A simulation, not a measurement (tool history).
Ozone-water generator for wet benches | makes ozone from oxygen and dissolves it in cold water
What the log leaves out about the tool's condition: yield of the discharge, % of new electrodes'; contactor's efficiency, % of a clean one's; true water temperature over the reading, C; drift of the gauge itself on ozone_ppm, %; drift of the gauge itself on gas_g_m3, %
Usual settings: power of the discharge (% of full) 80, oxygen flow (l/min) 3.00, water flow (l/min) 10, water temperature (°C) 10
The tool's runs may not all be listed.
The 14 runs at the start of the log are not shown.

| run | hour | power of the discharge (% of full) | oxygen flow (l/min) | water flow (l/min) | water temperature (°C) | hours of work since the electrodes were changed | hours of work since the contactor was cleaned | hours of work since the thermometer was calibrated | dissolved ozone (ppm) | ozone in the gas ahead of the water (g/m3) |
|---|---|---|---|---|---|---|---|---|---|---|
| 15 | 543.2 | 51 | 3.00 | 10 | 10 | 575 | 167 | 2658 | 31.0 | 209.8 |
| 16 | 589.3 | 51 | 3.00 | 10 | 10 | 607 | 199 | 2690 | 31.2 | 211.5 |
| 17 | 612.7 | 80 | 2.79 | 7 | 12 | 623 | 215 | 2706 | 48.4 | 279.6 |
| 18 | 644.1 | 80 | 2.79 | 7 | 12 | 644 | 237 | 2727 | 48.3 | 279.5 |
| 19 | 673.0 | 80 | 2.79 | 7 | 12 | 664 | 256 | 2747 | 48.2 | 279.5 |
| 20 | 720.1 | 80 | 3.00 | 12 | 10 | 697 | 289 | 2780 | 34.8 | 266.3 |
| 21 | 745.5 | 71 | 3.00 | 10 | 6 | 714 | 306 | 2797 | 39.1 | 250.6 |
| 22 | 767.9 | 53 | 1.82 | 12 | 10 | 730 | 322 | 2813 | 26.3 | 284.7 |
| 23 | 800.7 | 92 | 1.58 | 12 | 6 | 752 | 344 | 2835 | 35.4 | 410.9 |
| 24 | 825.6 | 92 | 1.58 | 12 | 6 | 769 | 362 | 2852 | 34.9 | 409.5 |
| 25 | 873.4 | 92 | 1.58 | 12 | 6 | 802 | 395 | 2885 | 35.2 | 407.9 |
| 26 | 906.5 | 80 | 3.00 | 10 | 6 | 825 | 417 | 2908 | 41.0 | 265.7 |
| 27 | 937.3 | 80 | 3.00 | 10 | 7 | 846 | 439 | 2929 | 41.2 | 265.0 |
| 28 | 973.6 | 54 | 3.00 | 10 | 12 | 871 | 464 | 2954 | 30.9 | 216.4 |
| 29 | 1009.3 | 54 | 3.00 | 10 | 12 | 896 | 488 | 2979 | 31.2 | 215.7 |
| 30 | 1055.7 | 62 | 4.28 | 12 | 6 | 928 | 520 | 3011 | 31.9 | 190.5 |
| 31 | 1076.6 | 62 | 4.56 | 12 | 6 | 942 | 535 | 3025 | 32.1 | 183.5 |
| 32 | 1124.0 | 40 | 3.93 | 8 | 10 | 975 | 567 | 3058 | 30.9 | 159.3 |

Each row is a separate what-if for the run after 32, all from the same tool condition, not one after another. Results?
| A | 1162.8 | 80 | 3.00 | 7 | 5 | 1002 | 594 | 3085 | ? | ? |
| B | 1162.8 | 80 | 1.76 | 10 | 10 | 1002 | 594 | 3085 | ? | ? |
| C | 1162.8 | 40 | 5.31 | 9 | 10 | 1002 | 594 | 3085 | ? | ? |
| D | 1162.8 | 80 | 3.00 | 10 | 10 | 1002 | 594 | 3085 | ? | ? |

| run | dissolved ozone (ppm) | ozone in the gas ahead of the water (g/m3) |
|---|---|---|
| A | 53.2 | 262.7 |
| B | 37.6 | 353.9 |
| C | 27.9 | 134.3 |
| D | 39.1 | 267.4 |
The same runs, with their run-to-run variation unchanged, on a tool lacking any hidden condition would have given:
| run | dissolved ozone (ppm) | ozone in the gas ahead of the water (g/m3) |
|---|---|---|
| A | 54.6 | 268.1 |
| B | 38.6 | 361.2 |
| C | 28.5 | 136.1 |
| D | 40.2 | 272.9 |
